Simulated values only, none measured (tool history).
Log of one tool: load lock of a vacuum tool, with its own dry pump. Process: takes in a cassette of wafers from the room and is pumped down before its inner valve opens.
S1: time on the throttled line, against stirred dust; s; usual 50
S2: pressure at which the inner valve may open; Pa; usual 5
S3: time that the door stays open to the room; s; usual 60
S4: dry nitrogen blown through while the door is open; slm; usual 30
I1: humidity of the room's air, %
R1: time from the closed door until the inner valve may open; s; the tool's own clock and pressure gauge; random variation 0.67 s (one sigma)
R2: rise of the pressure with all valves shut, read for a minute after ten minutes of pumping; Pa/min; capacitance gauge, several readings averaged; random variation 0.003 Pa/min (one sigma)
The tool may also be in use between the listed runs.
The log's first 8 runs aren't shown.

{"run": 9, "hour": 1574.5, "S1": 50, "S2": 5, "S3": 47, "S4": 30, "I1": 42.1, "R1": 100.4, "R2": 0.019}
{"run": 10, "hour": 1848.6, "S1": 55, "S2": 5, "S3": 60, "S4": 30, "I1": 46.0, "R1": 104.6, "R2": 0.023}
{"run": 11, "hour": 2019.9, "S1": 55, "S2": 5, "S3": 60, "S4": 30, "I1": 44.9, "R1": 102.6, "R2": 0.021}
{"run": 12, "hour": 2157.3, "S1": 50, "S2": 5, "S3": 60, "S4": 30, "I1": 45.7, "R1": 100.7, "R2": 0.02}
{"run": 13, "hour": 2295.7, "S1": 50, "S2": 7, "S3": 60, "S4": 30, "I1": 45.2, "R1": 97.5, "R2": 0.02}
{"run": 14, "hour": 2449.0, "S1": 50, "S2": 7, "S3": 135, "S4": 30, "I1": 43.2, "R1": 97.7, "R2": 0.024}
{"run": 15, "hour": 2650.4, "S1": 50, "S2": 7, "S3": 135, "S4": 30, "I1": 46.1, "R1": 98.1, "R2": 0.019}
{"run": 16, "hour": 2855.1, "S1": 27, "S2": 5, "S3": 60, "S4": 30, "I1": 41.1, "R1": 83.4, "R2": 0.014}
{"run": 17, "hour": 3127.7, "S1": 27, "S2": 5, "S3": 60, "S4": 38, "I1": 45.9, "R1": 83.4, "R2": 0.018}
{"run": 18, "hour": 3451.3, "S1": 50, "S2": 5, "S3": 60, "S4": 41, "I1": 46.7, "R1": 99.7, "R2": 0.023}
{"run": 19, "hour": 3640.5, "S1": 50, "S2": 5, "S3": 60, "S4": 41, "I1": 42.7, "R1": 100.2, "R2": 0.012}
{"run": 20, "hour": 3923.8, "S1": 50, "S2": 5, "S3": 60, "S4": 9, "I1": 41.6, "R1": 99.9, "R2": 0.033}

Run 21 comes next. What will it give?
{"run": 21, "hour": 4122.6, "S1": 50, "S2": 5, "S3": 60, "S4": 9, "I1": 43.3, "R1": "?", "R2": "?"}

Run 21 gave R1 100.0 s, R2 0.037 Pa/min.
Without the tool's hidden state the same run would have given R1 100.0 s, R2 0.036 Pa/min.

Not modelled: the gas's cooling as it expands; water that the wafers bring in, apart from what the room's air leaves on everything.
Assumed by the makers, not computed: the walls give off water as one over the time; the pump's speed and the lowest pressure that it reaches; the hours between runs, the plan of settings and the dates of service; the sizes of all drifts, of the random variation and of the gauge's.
